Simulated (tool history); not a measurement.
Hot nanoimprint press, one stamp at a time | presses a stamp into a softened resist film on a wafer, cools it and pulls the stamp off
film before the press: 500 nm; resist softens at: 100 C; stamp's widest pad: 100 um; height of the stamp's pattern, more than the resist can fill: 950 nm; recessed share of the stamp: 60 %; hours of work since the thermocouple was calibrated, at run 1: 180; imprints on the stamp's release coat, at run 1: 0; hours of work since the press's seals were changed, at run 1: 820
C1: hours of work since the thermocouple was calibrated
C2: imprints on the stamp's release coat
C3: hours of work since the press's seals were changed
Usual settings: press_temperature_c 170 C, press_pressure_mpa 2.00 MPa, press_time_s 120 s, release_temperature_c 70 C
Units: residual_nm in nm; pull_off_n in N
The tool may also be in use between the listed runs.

Run 1, hour 0.0: usual settings; C1 180; C2 0; C3 820. Result: residual_nm 289.7 nm, pull_off_n 149 N.
Run 2, hour 44.4: usual settings; C1 202; C2 158; C3 842. Result: residual_nm 287.7 nm, pull_off_n 154 N.
Run 3, hour 110.0: usual settings but press_temperature_c 171 C; C1 235; C2 393; C3 875. Result: residual_nm 280.8 nm, pull_off_n 170 N.
At hour 193.9: press's hydraulic seals changed and the load cell set to zero.
Run 4, hour 195.6: usual settings but press_temperature_c 171 C; C1 275; C2 670; C3 1. Result: residual_nm 272.5 nm, pull_off_n 175 N.
At hour 244.7: plate thermocouple calibrated.
Run 5, hour 244.7: usual settings but release_temperature_c 65 C; C1 0; C2 834; C3 24. Result: residual_nm 273.4 nm, pull_off_n 193 N.
Run 6, hour 289.9: usual settings but release_temperature_c 65 C; C1 23; C2 996; C3 47. Result: residual_nm 274.5 nm, pull_off_n 192 N.
Run 7, hour 364.0: usual settings but release_temperature_c 65 C; C1 60; C2 1260; C3 85. Result: residual_nm 277.0 nm, pull_off_n 202 N.
At hour 425.5: stamp cleaned and given a new release coat.
Run 8, hour 445.0: usual settings but release_temperature_c 65 C; C1 98; C2 69; C3 123. Result: residual_nm 279.1 nm, pull_off_n 162 N.
Run 9, hour 501.2: usual settings but release_temperature_c 65 C; C1 127; C2 270; C3 151. Result: residual_nm 281.6 nm, pull_off_n 167 N.
Run 10, hour 540.9: usual settings but release_temperature_c 65 C; C1 147; C2 412; C3 171. Result: residual_nm 284.9 nm, pull_off_n 175 N.
Run 11, hour 583.6: usual settings but release_temperature_c 65 C; C1 169; C2 564; C3 193. Result: residual_nm 279.7 nm, pull_off_n 183 N.
Run 12, hour 638.1: usual settings but press_time_s 109 s; C1 196; C2 759; C3 220. Result: residual_nm 294.8 nm, pull_off_n 174 N.
Run 13, hour 683.3: usual settings but press_temperature_c 169 C, press_time_s 109 s, release_temperature_c 60 C; C1 219; C2 920; C3 243. Result: residual_nm 304.2 nm, pull_off_n 208 N.
Run 14, hour 745.0: usual settings but press_temperature_c 169 C, press_time_s 109 s, release_temperature_c 60 C; C1 250; C2 1140; C3 275. Result: residual_nm 306.3 nm, pull_off_n 216 N.
Run 15, hour 786.5: usual settings but press_temperature_c 161 C, press_pressure_mpa 2.03 MPa, press_time_s 63 s; C1 271; C2 1288; C3 296. Result: residual_nm 438.1 nm, pull_off_n 192 N.
At hour 838.7: stamp cleaned and given a new release coat.
At hour 849.9: plate thermocouple calibrated.
Run 16, hour 853.1: usual settings but press_temperature_c 176 C, press_pressure_mpa 2.03 MPa, press_time_s 63 s; C1 2; C2 40; C3 325. Result: residual_nm 268.0 nm, pull_off_n 152 N.
Run 17, hour 898.9: usual settings but press_temperature_c 176 C, press_pressure_mpa 2.03 MPa, press_time_s 63 s; C1 25; C2 204; C3 348. Result: residual_nm 267.0 nm, pull_off_n 160 N.
Run 18, hour 971.4: usual settings but press_pressure_mpa 1.39 MPa, press_time_s 222 s; C1 62; C2 463; C3 385. Result: residual_nm 265.4 nm, pull_off_n 167 N.
Run 19, hour 1026.6: usual settings but press_temperature_c 174 C, press_pressure_mpa 1.39 MPa; C1 89; C2 660; C3 413. Result: residual_nm 274.7 nm, pull_off_n 171 N.
Run 20, hour 1094.2: usual settings but press_temperature_c 178 C, press_pressure_mpa 2.74 MPa, press_time_s 142 s; C1 124; C2 901; C3 447. Result: residual_nm 158.5 nm, pull_off_n 175 N.

5 ways to go on from here, each from the tool as it stands after run 20. What would each give?
Run A, hour 1166.7: usual settings but press_temperature_c 178 C, press_pressure_mpa 2.37 MPa, press_time_s 142 s, release_temperature_c 77 C; C1 160; C2 1160; C3 484. Result: residual_nm ?, pull_off_n ?.
Run B, hour 1166.7: usual settings but press_temperature_c 178 C, press_pressure_mpa 2.28 MPa, press_time_s 142 s, release_temperature_c 60 C; C1 160; C2 1160; C3 484. Result: residual_nm ?, pull_off_n ?.
Run C, hour 1166.7: usual settings but release_temperature_c 64 C; C1 160; C2 1160; C3 484. Result: residual_nm ?, pull_off_n ?.
Run D, hour 1166.7: usual settings but press_temperature_c 165 C; C1 160; C2 1160; C3 484. Result: residual_nm ?, pull_off_n ?.
Run E, hour 1166.7: usual settings but press_time_s 112 s; C1 160; C2 1160; C3 484. Result: residual_nm ?, pull_off_n ?.

run  residual_nm  pull_off_n
  A        170.2         168
  B        172.9         218
  C        288.1         207
  D        358.8         195
  E        293.2         194
Without the tool's hidden state the same runs would have given:
run  residual_nm  pull_off_n
  A        159.2         133
  B        161.9         173
  C        273.3         164
  D        344.0         154
  E        278.4         153
